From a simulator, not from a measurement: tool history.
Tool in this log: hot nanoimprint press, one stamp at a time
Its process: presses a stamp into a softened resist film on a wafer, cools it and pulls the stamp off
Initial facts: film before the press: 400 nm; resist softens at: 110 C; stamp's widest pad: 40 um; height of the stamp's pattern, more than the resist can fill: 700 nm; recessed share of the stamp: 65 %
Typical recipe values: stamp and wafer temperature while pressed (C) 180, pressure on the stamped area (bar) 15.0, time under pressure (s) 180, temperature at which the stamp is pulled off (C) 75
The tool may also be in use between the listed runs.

run	hour	stamp and wafer temperature while pressed (C)	pressure on the stamped area (bar)	time under pressure (s)	temperature at which the stamp is pulled off (C)	resist left under the stamp's widest pad (angstrom)	greatest force while the stamp is pulled off (N)
1	0.0	180	15.0	180	75	2386	157
2	26.1	180	15.0	180	75	2363	159
3	44.7	180	15.0	180	75	2370	157
# hour 58.5: stamp cleaned and given a new release coat
4	84.0	180	15.0	180	75	2396	161
5	106.2	180	15.0	180	75	2371	152
6	141.3	180	15.0	180	75	2357	155
7	161.8	180	15.0	180	75	2378	160
8	193.6	180	15.0	180	82	2394	143
9	228.8	180	15.0	180	82	2371	137
10	244.4	180	15.0	180	82	2367	130
11	261.6	180	15.0	180	82	2354	140
12	278.0	180	15.0	180	82	2379	132
# hour 285.9: plate thermocouple calibrated
13	310.6	180	15.0	180	82	2376	137
14	335.6	180	15.0	180	82	2362	137
15	358.3	180	15.0	180	75	2367	158
# hour 374.7: stamp cleaned and given a new release coat
16	380.7	180	16.2	180	62	2280	201
17	399.9	180	15.0	180	66	2390	183
18	414.6	183	12.3	99	75	2720	155
19	441.4	180	15.0	338	65	1910	185
20	463.1	180	15.0	338	65	1913	186
21	479.4	180	15.0	338	65	1914	192
22	497.3	180	15.0	157	76	2480	153
23	521.3	176	15.0	171	75	2765	159

For run 24, what comes out?
24	545.5	187	15.0	121	75	?	?

{"run 24": {"resist left under the stamp's widest pad (angstrom)": 2050, "greatest force while the stamp is pulled off (N)": 159}}
Had the tool carried no hidden state, the very same run would have given resist left under the stamp's widest pad (angstrom) 2053, greatest force while the stamp is pulled off (N) 158.
